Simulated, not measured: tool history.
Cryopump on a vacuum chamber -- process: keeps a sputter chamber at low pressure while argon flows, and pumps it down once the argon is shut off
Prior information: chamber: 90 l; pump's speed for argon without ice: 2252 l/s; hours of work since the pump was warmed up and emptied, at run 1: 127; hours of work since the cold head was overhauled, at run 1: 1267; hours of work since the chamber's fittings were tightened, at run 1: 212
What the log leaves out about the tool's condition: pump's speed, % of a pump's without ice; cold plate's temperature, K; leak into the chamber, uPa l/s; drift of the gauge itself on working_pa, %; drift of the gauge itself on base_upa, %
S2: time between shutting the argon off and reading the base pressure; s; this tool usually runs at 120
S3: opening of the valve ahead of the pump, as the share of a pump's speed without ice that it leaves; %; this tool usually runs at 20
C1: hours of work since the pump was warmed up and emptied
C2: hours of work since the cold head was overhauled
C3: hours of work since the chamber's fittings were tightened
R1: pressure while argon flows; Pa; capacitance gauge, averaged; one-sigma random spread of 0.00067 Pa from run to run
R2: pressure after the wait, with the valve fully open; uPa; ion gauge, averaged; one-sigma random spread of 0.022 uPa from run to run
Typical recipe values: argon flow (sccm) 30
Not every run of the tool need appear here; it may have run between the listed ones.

{"run": 1, "day": 0.0, "argon flow (sccm)": 30, "S2": 120, "S3": 20, "C1": 127, "C2": 1267, "C3": 212, "R1": 0.1138, "R2": 0.74}
{"run": 2, "day": 2.375, "argon flow (sccm)": 30, "S2": 120, "S3": 20, "C1": 167, "C2": 1308, "C3": 253, "R1": 0.1147, "R2": 0.74}
{"run": 3, "day": 6.446, "argon flow (sccm)": 30, "S2": 120, "S3": 31, "C1": 237, "C2": 1377, "C3": 322, "R1": 0.0746, "R2": 0.74}
{"run": 4, "day": 9.821, "argon flow (sccm)": 30, "S2": 120, "S3": 20, "C1": 294, "C2": 1434, "C3": 379, "R1": 0.115, "R2": 0.74}
{"run": 5, "day": 13.962, "argon flow (sccm)": 30, "S2": 120, "S3": 20, "C1": 365, "C2": 1505, "C3": 450, "R1": 0.1155, "R2": 0.75}
{"run": 6, "day": 16.683, "argon flow (sccm)": 30, "S2": 120, "S3": 20, "C1": 411, "C2": 1551, "C3": 496, "R1": 0.116, "R2": 0.78}
{"run": 7, "day": 20.846, "argon flow (sccm)": 30, "S2": 120, "S3": 20, "C1": 482, "C2": 1622, "C3": 567, "R1": 0.1176, "R2": 0.78}
{"run": 8, "day": 24.196, "argon flow (sccm)": 30, "S2": 127, "S3": 20, "C1": 539, "C2": 1679, "C3": 624, "R1": 0.1179, "R2": 0.72}
{"day": 25.042, "done": "pump warmed up, emptied and cooled again"}
{"run": 9, "day": 26.525, "argon flow (sccm)": 30, "S2": 127, "S3": 27, "C1": 25, "C2": 1715, "C3": 660, "R1": 0.0843, "R2": 0.74}
{"run": 10, "day": 29.721, "argon flow (sccm)": 30, "S2": 127, "S3": 27, "C1": 80, "C2": 1769, "C3": 714, "R1": 0.0852, "R2": 0.73}
{"run": 11, "day": 32.196, "argon flow (sccm)": 30, "S2": 127, "S3": 27, "C1": 122, "C2": 1811, "C3": 757, "R1": 0.0849, "R2": 0.78}
{"run": 12, "day": 35.858, "argon flow (sccm)": 30, "S2": 33, "S3": 27, "C1": 184, "C2": 1874, "C3": 819, "R1": 0.0848, "R2": 2.18}
{"run": 13, "day": 39.962, "argon flow (sccm)": 16, "S2": 33, "S3": 27, "C1": 254, "C2": 1944, "C3": 889, "R1": 0.0463, "R2": 2.13}
{"run": 14, "day": 44.129, "argon flow (sccm)": 16, "S2": 33, "S3": 21, "C1": 325, "C2": 2015, "C3": 960, "R1": 0.0591, "R2": 2.19}
{"run": 15, "day": 46.733, "argon flow (sccm)": 16, "S2": 33, "S3": 21, "C1": 369, "C2": 2059, "C3": 1004, "R1": 0.059, "R2": 2.19}
{"run": 16, "day": 49.592, "argon flow (sccm)": 16, "S2": 33, "S3": 21, "C1": 418, "C2": 2108, "C3": 1053, "R1": 0.0598, "R2": 2.19}
{"run": 17, "day": 53.962, "argon flow (sccm)": 16, "S2": 33, "S3": 21, "C1": 492, "C2": 2182, "C3": 1127, "R1": 0.0599, "R2": 2.24}
{"run": 18, "day": 55.85, "argon flow (sccm)": 13, "S2": 43, "S3": 49, "C1": 524, "C2": 2214, "C3": 1159, "R1": 0.0224, "R2": 1.72}
{"day": 57.679, "done": "pump warmed up, emptied and cooled again"}
{"run": 19, "day": 59.538, "argon flow (sccm)": 13, "S2": 43, "S3": 49, "C1": 32, "C2": 2273, "C3": 1218, "R1": 0.0203, "R2": 1.76}
{"run": 20, "day": 62.65, "argon flow (sccm)": 13, "S2": 43, "S3": 49, "C1": 85, "C2": 2326, "C3": 1271, "R1": 0.0212, "R2": 1.75}
{"run": 21, "day": 65.233, "argon flow (sccm)": 45, "S2": 191, "S3": 36, "C1": 129, "C2": 2370, "C3": 1315, "R1": 0.0971, "R2": 0.63}
{"run": 22, "day": 67.338, "argon flow (sccm)": 20, "S2": 42, "S3": 20, "C1": 164, "C2": 2406, "C3": 1351, "R1": 0.0763, "R2": 1.82}
{"run": 23, "day": 71.442, "argon flow (sccm)": 20, "S2": 42, "S3": 20, "C1": 234, "C2": 2476, "C3": 1421, "R1": 0.0773, "R2": 1.88}
{"run": 24, "day": 73.625, "argon flow (sccm)": 29, "S2": 42, "S3": 20, "C1": 271, "C2": 2513, "C3": 1458, "R1": 0.1127, "R2": 1.81}
{"run": 25, "day": 76.821, "argon flow (sccm)": 29, "S2": 42, "S3": 20, "C1": 326, "C2": 2567, "C3": 1512, "R1": 0.1129, "R2": 1.92}
{"run": 26, "day": 78.688, "argon flow (sccm)": 30, "S2": 42, "S3": 16, "C1": 357, "C2": 2599, "C3": 1544, "R1": 0.1444, "R2": 1.87}
{"run": 27, "day": 81.088, "argon flow (sccm)": 30, "S2": 42, "S3": 16, "C1": 398, "C2": 2640, "C3": 1585, "R1": 0.1446, "R2": 1.83}
{"run": 28, "day": 83.3, "argon flow (sccm)": 30, "S2": 42, "S3": 16, "C1": 436, "C2": 2678, "C3": 1623, "R1": 0.1446, "R2": 1.86}
{"run": 29, "day": 86.471, "argon flow (sccm)": 30, "S2": 22, "S3": 35, "C1": 490, "C2": 2732, "C3": 1677, "R1": 0.0698, "R2": 3.27}
{"run": 30, "day": 88.862, "argon flow (sccm)": 26, "S2": 120, "S3": 24, "C1": 531, "C2": 2772, "C3": 1717, "R1": 0.0855, "R2": 0.9}
{"day": 90.412, "done": "pump warmed up, emptied and cooled again"}
{"run": 31, "day": 93.054, "argon flow (sccm)": 27, "S2": 120, "S3": 29, "C1": 45, "C2": 2840, "C3": 1785, "R1": 0.0696, "R2": 0.84}
{"run": 32, "day": 96.608, "argon flow (sccm)": 30, "S2": 120, "S3": 33, "C1": 105, "C2": 2901, "C3": 1846, "R1": 0.0701, "R2": 0.9}
{"run": 33, "day": 99.917, "argon flow (sccm)": 30, "S2": 21, "S3": 33, "C1": 162, "C2": 2957, "C3": 1902, "R1": 0.0701, "R2": 3.42}

Measured minus without-hidden-state, run by run (identical run-to-run variation in each term; gauge scatter may differ):
run=1 R1=+0.0014 R2=+0.06
run=2 R1=+0.0017 R2=+0.06
run=3 R1=+0.0023 R2=+0.07
run=4 R1=+0.0028 R2=+0.09
run=5 R1=+0.0033 R2=+0.09
run=6 R1=+0.0038 R2=+0.10
run=7 R1=+0.0045 R2=+0.12
run=8 R1=+0.0052 R2=+0.12
run=9 R1=+0.0008 R2=+0.09
run=10 R1=+0.0013 R2=+0.09
run=11 R1=+0.0016 R2=+0.10
run=12 R1=+0.0020 R2=+0.11
run=13 R1=+0.0014 R2=+0.12
run=14 R1=+0.0017 R2=+0.13
run=15 R1=+0.0020 R2=+0.14
run=16 R1=+0.0021 R2=+0.15
run=17 R1=+0.0026 R2=+0.17
run=18 R1=+0.0023 R2=+0.17
run=19 R1=+0.0006 R2=+0.14
run=20 R1=+0.0008 R2=+0.14
run=21 R1=+0.0033 R2=+0.16
run=22 R1=+0.0016 R2=+0.16
run=23 R1=+0.0020 R2=+0.18
run=24 R1=+0.0032 R2=+0.17
run=25 R1=+0.0036 R2=+0.19
run=26 R1=+0.0040 R2=+0.20
run=27 R1=+0.0044 R2=+0.20
run=28 R1=+0.0047 R2=+0.21
run=29 R1=+0.0053 R2=+0.22
run=30 R1=+0.0049 R2=+0.23
run=31 R1=+0.0014 R2=+0.19
run=32 R1=+0.0020 R2=+0.20
run=33 R1=+0.0025 R2=+0.21
